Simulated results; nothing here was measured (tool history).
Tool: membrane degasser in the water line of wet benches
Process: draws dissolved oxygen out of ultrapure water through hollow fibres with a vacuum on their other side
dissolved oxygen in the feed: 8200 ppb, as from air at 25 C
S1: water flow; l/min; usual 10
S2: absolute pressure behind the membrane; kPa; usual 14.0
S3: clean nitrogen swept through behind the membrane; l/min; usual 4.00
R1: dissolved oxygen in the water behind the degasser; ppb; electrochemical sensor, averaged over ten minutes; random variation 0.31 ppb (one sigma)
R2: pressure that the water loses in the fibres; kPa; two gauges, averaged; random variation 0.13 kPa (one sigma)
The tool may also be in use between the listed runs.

| run | hour | S1 | S2 | S3 | R1 | R2 |
|---|---|---|---|---|---|---|
| 1 | 0.0 | 10 | 14.0 | 4.00 | 69.9 | 44.31 |
| 2 | 70.8 | 10 | 14.0 | 4.00 | 69.9 | 44.26 |
| 3 | 120.2 | 10 | 14.0 | 4.00 | 70.3 | 44.27 |
| 4 | 160.7 | 10 | 14.0 | 4.00 | 70.2 | 44.34 |
| 5 | 226.5 | 10 | 14.0 | 4.00 | 70.1 | 44.13 |
| 6 | 279.5 | 10 | 14.0 | 4.00 | 70.1 | 44.06 |
| 7 | 312.2 | 10 | 14.0 | 4.00 | 70.9 | 44.12 |
| 8 | 376.4 | 10 | 14.0 | 4.00 | 70.6 | 44.17 |
| 9 | 443.7 | 10 | 14.0 | 4.00 | 70.6 | 43.94 |
| 10 | 492.8 | 14 | 14.0 | 5.18 | 83.0 | 61.46 |
| 11 | 537.4 | 14 | 14.0 | 5.18 | 82.4 | 61.57 |
| 12 | 614.5 | 16 | 15.1 | 3.09 | 165.4 | 69.99 |
| 13 | 684.5 | 7 | 15.1 | 3.09 | 68.2 | 30.46 |
| 14 | 721.3 | 7 | 15.1 | 3.09 | 67.4 | 30.32 |
| 15 | 774.4 | 7 | 15.1 | 3.09 | 68.2 | 30.42 |
| 16 | 835.6 | 10 | 23.0 | 5.14 | 99.0 | 43.24 |

Forecast run 17:
| 17 | 875.4 | 10 | 10.9 | 7.02 | ? | ? |

R1: 31.1 ppb
R2: 43.34 kPa
Without the tool's hidden state the same run would have given R1 31.0 ppb, R2 44.32 kPa.
